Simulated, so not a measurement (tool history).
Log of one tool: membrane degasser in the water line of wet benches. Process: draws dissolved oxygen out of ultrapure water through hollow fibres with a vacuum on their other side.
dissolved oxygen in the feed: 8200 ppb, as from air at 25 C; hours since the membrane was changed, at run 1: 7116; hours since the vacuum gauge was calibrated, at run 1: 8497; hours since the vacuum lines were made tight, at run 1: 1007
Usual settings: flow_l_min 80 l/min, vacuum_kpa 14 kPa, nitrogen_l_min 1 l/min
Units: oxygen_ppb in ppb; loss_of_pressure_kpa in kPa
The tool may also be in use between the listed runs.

run	hour	flow_l_min	vacuum_kpa	nitrogen_l_min	hours since the membrane was changed	hours since the vacuum gauge was calibrated	hours since the vacuum lines were made tight	oxygen_ppb	loss_of_pressure_kpa
1	0	80	14	1	7116	8497	1007	1315.7	25.38
# hour 100.2: vacuum gauge calibrated
2	217.4	80	14	1	7333	117	1224	1317.7	25.44
3	357.5	80	14	1	7473	257	1364	1317.7	25.44
4	670.7	80	14	1	7786	570	1677	1321.1	25.32
5	975.9	80	14	0.42	8091	876	1983	2080.9	25.28
6	1124	80	14	0.42	8239	1024	2131	2081.5	25.3
7	1356.7	80	14	1	8472	1256	2363	1328.6	25.38
8	1650.1	80	14	1	8766	1550	2657	1334.2	25.26
9	1829	80	14	1	8944	1729	2836	1335.9	25.14
10	1974.2	80	14	1	9090	1874	2981	1336.4	25.42
11	2182.6	63	11.2	0.7	9298	2082	3189	1087.5	20.16
12	2375.6	63	9.3	0.7	9491	2275	3382	853.4	19.96
13	2668.2	80	10	1	9784	2568	3675	900.7	25.29
# hour 2979.8: gauge calibrated
14	3004.6	80	19	1.14	10120	2904	4011	1671.9	25.57
15	3214.4	80	18.5	1.14	10330	3114	4221	1630.6	25.36
16	3550.8	80	21.6	2.33	10666	3451	4558	1189.4	25.3
17	3801.3	98	21.5	1	10917	3701	4808	2319.5	30.95
18	3960.1	61	33.8	0.56	11076	3860	4967	3494.1	19.37

Hidden state at the last listed run before each entry between runs and at the first one after, where it differs:
Between runs 1 and 2: vacuum gauge calibrated (hour 100.2)
  drift of the gauge itself on oxygen_ppb, %: 0 -> 0.2
  measured less the result without the state, oxygen_ppb: +0.2 -> +2.8 ppb
Between runs 13 and 14: gauge calibrated (hour 2979.8)
  drift of the gauge itself on oxygen_ppb, %: 2.45 -> 0.02
  measured less the result without the state, oxygen_ppb: +21.9 -> +0.6 ppb
